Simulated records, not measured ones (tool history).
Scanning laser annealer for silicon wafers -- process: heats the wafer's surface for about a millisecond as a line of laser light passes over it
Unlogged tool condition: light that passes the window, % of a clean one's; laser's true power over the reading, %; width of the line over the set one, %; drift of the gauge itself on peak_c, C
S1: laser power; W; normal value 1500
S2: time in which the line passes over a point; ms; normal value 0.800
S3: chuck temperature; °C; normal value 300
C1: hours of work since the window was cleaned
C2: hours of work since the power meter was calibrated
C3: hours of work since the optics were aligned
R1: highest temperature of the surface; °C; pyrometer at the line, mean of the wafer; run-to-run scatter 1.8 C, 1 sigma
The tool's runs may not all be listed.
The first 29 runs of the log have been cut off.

Run 30, hour 1402.2: usual settings but S1 1430 W, S2 0.856 ms, S3 290 °C; C1 291; C2 1430; C3 143. Result: R1 1022 °C.
Run 31, hour 1430.6: usual settings but S1 1583 W, S2 0.856 ms, S3 334 °C; C1 307; C2 1446; C3 159. Result: R1 1156 °C.
Run 32, hour 1469.8: usual settings but S1 1525 W, S2 0.843 ms; C1 328; C2 1467; C3 180. Result: R1 1082 °C.
Run 33, hour 1513.1: usual settings but S1 1621 W, S2 0.858 ms; C1 352; C2 1491; C3 204. Result: R1 1139 °C.
Run 34, hour 1551.1: usual settings but S1 1449 W, S2 0.781 ms, S3 302 °C; C1 373; C2 1512; C3 225. Result: R1 1009 °C.
Run 35, hour 1595.8: usual settings but S1 1371 W, S2 0.846 ms; C1 397; C2 1536; C3 249. Result: R1 987 °C.
Run 36, hour 1656.8: usual settings but S1 1515 W, S2 0.723 ms; C1 430; C2 1569; C3 282. Result: R1 1012 °C.
Run 37, hour 1689.4: usual settings but S1 1515 W, S2 0.723 ms; C1 448; C2 1587; C3 300. Result: R1 1012 °C.
At hour 1724.0: window over the wafer cleaned.
Run 38, hour 1739.0: usual settings but S1 1515 W, S2 0.723 ms; C1 8; C2 1613; C3 326. Result: R1 1039 °C.
Run 39, hour 1798.9: usual settings but S1 1482 W, S2 0.572 ms, S3 265 °C; C1 41; C2 1646; C3 359. Result: R1 909 °C.
Run 40, hour 1825.6: usual settings but S2 0.634 ms; C1 55; C2 1660; C3 373. Result: R1 984 °C.
Run 41, hour 1874.9: usual settings but S2 0.634 ms; C1 82; C2 1687; C3 400. Result: R1 982 °C.

Each row is a separate what-if for the run after 41, all from the same tool condition, not one after another. Results?
Run A, hour 1912.3: usual settings but S1 1435 W, S2 0.670 ms, S3 280 °C; C1 103; C2 1708; C3 421. Result: R1 ?.
Run B, hour 1912.3: usual settings but S1 1646 W, S2 0.610 ms, S3 334 °C; C1 103; C2 1708; C3 421. Result: R1 ?.
Run C, hour 1912.3: usual settings but S1 1418 W; C1 103; C2 1708; C3 421. Result: R1 ?.
Run D, hour 1912.3: usual settings but S2 0.607 ms, S3 271 °C; C1 103; C2 1708; C3 421. Result: R1 ?.

run    R1
  A   944
  B  1080
  C  1013
  D   936
Without the tool's hidden state the same runs would have given:
run    R1
  A   957
  B  1094
  C  1026
  D   949

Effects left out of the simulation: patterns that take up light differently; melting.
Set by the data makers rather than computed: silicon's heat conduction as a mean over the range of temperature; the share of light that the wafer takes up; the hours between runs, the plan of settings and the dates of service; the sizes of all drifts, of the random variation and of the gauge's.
